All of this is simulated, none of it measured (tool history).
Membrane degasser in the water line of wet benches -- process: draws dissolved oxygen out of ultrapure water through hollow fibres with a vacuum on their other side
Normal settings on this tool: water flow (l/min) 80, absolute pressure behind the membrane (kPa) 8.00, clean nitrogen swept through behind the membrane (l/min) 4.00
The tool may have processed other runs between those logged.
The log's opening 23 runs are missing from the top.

| run | day | water flow (l/min) | absolute pressure behind the membrane (kPa) | clean nitrogen swept through behind the membrane (l/min) | hours since the membrane was changed | hours since the vacuum gauge was calibrated | hours since the vacuum lines were made tight | dissolved oxygen in the water behind the degasser (ppb) | pressure that the water loses in the fibres (kPa) |
|---|---|---|---|---|---|---|---|---|---|
| 24 | 81.671 | 65 | 4.89 | 4.00 | 3553 | 411 | 8957 | 86.5 | 46.06 |
| 25 | 85.121 | 65 | 4.89 | 4.00 | 3636 | 494 | 9040 | 85.6 | 46.48 |
| 26 | 89.454 | 65 | 4.89 | 4.00 | 3740 | 598 | 9144 | 86.5 | 46.44 |
| 27 | 92.171 | 54 | 8.00 | 4.00 | 3805 | 663 | 9209 | 164.4 | 39.03 |
| 28 | 95.217 | 110 | 8.06 | 11.01 | 3878 | 736 | 9282 | 172.3 | 79.36 |
| 29 | 98.492 | 106 | 19.89 | 9.15 | 3957 | 815 | 9361 | 482.8 | 76.19 |
| 30 | 102.642 | 96 | 5.79 | 3.79 | 4056 | 915 | 9461 | 189.9 | 69.01 |
| 31 | 107.696 | 96 | 5.79 | 3.79 | 4178 | 1036 | 9582 | 188.0 | 69.15 |
| 32 | 111.979 | 80 | 7.63 | 7.30 | 4280 | 1139 | 9685 | 149.4 | 57.58 |

Consider 3 possible next runs. They are alternatives, not a sequence: every one starts from the tool as it was left by run 32. What does each give?
| A | 117.188 | 118 | 12.40 | 8.21 | 4405 | 1264 | 9810 | ? | ? |
| B | 117.188 | 72 | 7.63 | 7.30 | 4405 | 1264 | 9810 | ? | ? |
| C | 117.188 | 80 | 12.66 | 4.00 | 4405 | 1264 | 9810 | ? | ? |

| run | dissolved oxygen in the water behind the degasser (ppb) | pressure that the water loses in the fibres (kPa) |
|---|---|---|
| A | 357.0 | 85.75 |
| B | 131.0 | 52.42 |
| C | 439.4 | 57.94 |
What these runs would have given with no unlogged condition in the tool:
| run | dissolved oxygen in the water behind the degasser (ppb) | pressure that the water loses in the fibres (kPa) |
|---|---|---|
| A | 356.7 | 82.54 |
| B | 130.8 | 50.47 |
| C | 439.1 | 55.78 |
